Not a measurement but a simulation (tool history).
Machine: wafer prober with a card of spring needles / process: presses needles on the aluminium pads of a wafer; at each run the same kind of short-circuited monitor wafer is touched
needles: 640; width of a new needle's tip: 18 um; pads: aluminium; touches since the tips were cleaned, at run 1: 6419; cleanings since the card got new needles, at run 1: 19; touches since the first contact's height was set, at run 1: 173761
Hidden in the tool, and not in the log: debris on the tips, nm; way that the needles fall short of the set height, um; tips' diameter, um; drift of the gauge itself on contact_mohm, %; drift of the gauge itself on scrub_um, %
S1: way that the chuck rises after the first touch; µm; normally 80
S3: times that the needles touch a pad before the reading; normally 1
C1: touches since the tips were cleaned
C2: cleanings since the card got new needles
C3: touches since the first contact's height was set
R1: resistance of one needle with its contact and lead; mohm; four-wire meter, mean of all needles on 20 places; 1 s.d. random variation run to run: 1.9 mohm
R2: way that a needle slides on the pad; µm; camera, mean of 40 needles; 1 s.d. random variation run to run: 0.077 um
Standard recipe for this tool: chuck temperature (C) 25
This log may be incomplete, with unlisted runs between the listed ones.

run 1 hour=0.0 | S1=80 chuck_temperature_(C)=25 S3=1 | C1=6419 C2=19 C3=173761 | R1=204 R2=20.13
-- hour=3.0 tips cleaned on abrasive film
-- hour=20.0 tips cleaned on abrasive film
run 2 hour=25.7 | S1=80 chuck_temperature_(C)=25 S3=1 | C1=2727 C2=21 C3=185996 | R1=209 R2=19.98
-- hour=36.5 tips cleaned on abrasive film
-- hour=52.6 tips cleaned on abrasive film
run 3 hour=52.9 | S1=80 chuck_temperature_(C)=25 S3=1 | C1=154 C2=23 C3=198967 | R1=207 R2=20.03
-- hour=69.6 tips cleaned on abrasive film
run 4 hour=71.7 | S1=80 chuck_temperature_(C)=25 S3=1 | C1=1007 C2=24 C3=207926 | R1=205 R2=19.95
-- hour=74.0 height of the first contact set anew
-- hour=87.5 tips cleaned on abrasive film
run 5 hour=88.4 | S1=80 chuck_temperature_(C)=25 S3=1 | C1=391 C2=25 C3=6831 | R1=205 R2=20.16
-- hour=103.7 tips cleaned on abrasive film
run 6 hour=110.1 | S1=80 chuck_temperature_(C)=104 S3=1 | C1=3096 C2=26 C3=17231 | R1=225 R2=20.09
-- hour=122.3 tips cleaned on abrasive film
-- hour=139.2 tips cleaned on abrasive film
run 7 hour=144.1 | S1=80 chuck_temperature_(C)=104 S3=1 | C1=2356 C2=28 C3=33429 | R1=225 R2=20.01
-- hour=156.2 tips cleaned on abrasive film
run 8 hour=167.0 | S1=80 chuck_temperature_(C)=25 S3=2 | C1=5162 C2=29 C3=44375 | R1=205 R2=20.05
-- hour=172.6 tips cleaned on abrasive film
-- hour=189.7 tips cleaned on abrasive film
run 9 hour=194.4 | S1=80 chuck_temperature_(C)=25 S3=2 | C1=2284 C2=31 C3=57467 | R1=206 R2=20.12
-- hour=208.2 tips cleaned on abrasive film
run 10 hour=214.2 | S1=80 chuck_temperature_(C)=25 S3=2 | C1=2876 C2=32 C3=66886 | R1=206 R2=20.03
-- hour=225.9 tips cleaned on abrasive film
-- hour=241.9 tips cleaned on abrasive film
run 11 hour=241.9 | S1=67 chuck_temperature_(C)=25 S3=1 | C1=0 C2=34 C3=80104 | R1=210 R2=16.70
-- hour=258.4 tips cleaned on abrasive film
run 12 hour=262.5 | S1=67 chuck_temperature_(C)=25 S3=1 | C1=1968 C2=35 C3=89951 | R1=210 R2=16.84
-- hour=275.2 tips cleaned on abrasive film
-- hour=291.6 tips cleaned on abrasive film
run 13 hour=291.9 | S1=72 chuck_temperature_(C)=112 S3=1 | C1=145 C2=37 C3=103979 | R1=228 R2=18.01
-- hour=307.9 tips cleaned on abrasive film
run 14 hour=320.9 | S1=63 chuck_temperature_(C)=112 S3=1 | C1=6208 C2=38 C3=117827 | R1=230 R2=15.75
-- hour=324.8 tips cleaned on abrasive film
run 15 hour=336.4 | S1=90 chuck_temperature_(C)=112 S3=1 | C1=5559 C2=39 C3=125229 | R1=231 R2=22.64
-- hour=341.1 tips cleaned on abrasive film
-- hour=357.5 tips cleaned on abrasive film
run 16 hour=363.8 | S1=74 chuck_temperature_(C)=37 S3=1 | C1=3016 C2=41 C3=138281 | R1=209 R2=18.61
-- hour=375.5 tips cleaned on abrasive film
run 17 hour=389.6 | S1=94 chuck_temperature_(C)=74 S3=1 | C1=6743 C2=42 C3=150620 | R1=215 R2=23.50
-- hour=392.7 tips cleaned on abrasive film
-- hour=409.8 tips cleaned on abrasive film
run 18 hour=414.7 | S1=68 chuck_temperature_(C)=39 S3=3 | C1=2354 C2=44 C3=162613 | R1=209 R2=17.02
-- hour=426.8 tips cleaned on abrasive film
-- hour=444.8 tips cleaned on abrasive film
run 19 hour=448.6 | S1=68 chuck_temperature_(C)=39 S3=3 | C1=1853 C2=46 C3=178777 | R1=209 R2=16.98
-- hour=462.0 tips cleaned on abrasive film
run 20 hour=473.8 | S1=80 chuck_temperature_(C)=43 S3=1 | C1=5692 C2=47 C3=190837 | R1=208 R2=19.94
-- hour=478.6 tips cleaned on abrasive film
run 21 hour=493.2 | S1=80 chuck_temperature_(C)=30 S3=3 | C1=7003 C2=48 C3=200103 | R1=203 R2=20.16
-- hour=495.9 tips cleaned on abrasive film
-- hour=512.0 tips cleaned on abrasive film
-- hour=512.3 height of the first contact set anew
run 22 hour=526.1 | S1=74 chuck_temperature_(C)=25 S3=1 | C1=6628 C2=50 C3=6628 | R1=208 R2=18.62
-- hour=530.9 tips cleaned on abrasive film
-- hour=546.9 tips cleaned on abrasive film
run 23 hour=546.9 | S1=98 chuck_temperature_(C)=25 S3=2 | C1=0 C2=52 C3=16504 | R1=203 R2=24.52

Here are 3 independent what-if runs from the current tool condition. What would each one return?
-- hour=565.2 tips cleaned on abrasive film
run A hour=565.2 | S1=65 chuck_temperature_(C)=25 S3=2 | C1=0 C2=53 C3=25251 | R1=? R2=?
-- hour=565.2 tips cleaned on abrasive film
run B hour=565.2 | S1=65 chuck_temperature_(C)=67 S3=2 | C1=0 C2=53 C3=25251 | R1=? R2=?
-- hour=565.2 tips cleaned on abrasive film
run C hour=565.2 | S1=73 chuck_temperature_(C)=50 S3=2 | C1=0 C2=53 C3=25251 | R1=? R2=?

run=A R1=206 R2=16.29
run=B R1=221 R2=16.29
run=C R1=212 R2=18.34
Take away the tool's hidden state, keep each run's random variation, and the runs would have read:
run=A R1=206 R2=16.29
run=B R1=221 R2=16.29
run=C R1=212 R2=18.34
